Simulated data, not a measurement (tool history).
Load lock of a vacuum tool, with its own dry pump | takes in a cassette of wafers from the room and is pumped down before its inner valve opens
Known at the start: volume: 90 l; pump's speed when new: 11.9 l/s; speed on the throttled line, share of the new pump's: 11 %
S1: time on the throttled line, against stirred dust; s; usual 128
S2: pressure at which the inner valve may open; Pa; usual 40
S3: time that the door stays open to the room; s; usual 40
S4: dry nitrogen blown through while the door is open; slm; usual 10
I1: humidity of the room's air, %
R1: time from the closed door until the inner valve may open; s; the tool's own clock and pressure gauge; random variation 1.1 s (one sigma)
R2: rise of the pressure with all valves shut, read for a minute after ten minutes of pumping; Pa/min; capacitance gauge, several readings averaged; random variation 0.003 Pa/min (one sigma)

| run | hour | S1 | S2 | S3 | S4 | I1 | R1 | R2 |
|---|---|---|---|---|---|---|---|---|
| 1 | 0 | 128 | 40 | 40 | 10 | 43.9 | 180.9 | 0.017 |
| 2 | 490.4 | 128 | 40 | 40 | 10 | 43.3 | 182.3 | 0.025 |
| 3 | 951.8 | 128 | 40 | 40 | 10 | 45 | 180.7 | 0.03 |
| 4 | 1279 | 128 | 40 | 40 | 31 | 45.7 | 180.6 | 0.026 |
| 5 | 1779.3 | 128 | 40 | 40 | 31 | 44.1 | 183 | 0.039 |
| 6 | 2326.5 | 128 | 40 | 40 | 31 | 46.2 | 181.7 | 0.045 |
| 7 | 2666.9 | 128 | 40 | 40 | 10 | 42.7 | 182.8 | 0.059 |
| 8 | 3185.9 | 222 | 48 | 40 | 11 | 44.2 | 263.4 | 0.074 |
| 9 | 3612.7 | 128 | 41 | 40 | 8 | 49.7 | 184.3 | 0.076 |
| 10 | 3886.7 | 207 | 74 | 45 | 35 | 42.4 | 246.6 | 0.08 |
| 11 | 4216.2 | 128 | 39 | 203 | 9 | 45.2 | 186.4 | 0.136 |
| 12 | 4770.9 | 69 | 36 | 37 | 12 | 42.3 | 135.5 | 0.104 |

The next listed run, before its measurement:
| 13 | 5274.9 | 69 | 36 | 37 | 12 | 44.3 | ? | ? |

{"run 13": {"R1": 136, "R2": 0.12}}
Without the tool's hidden state the same run would have given R1 122.1 s, R2 0.013 Pa/min.
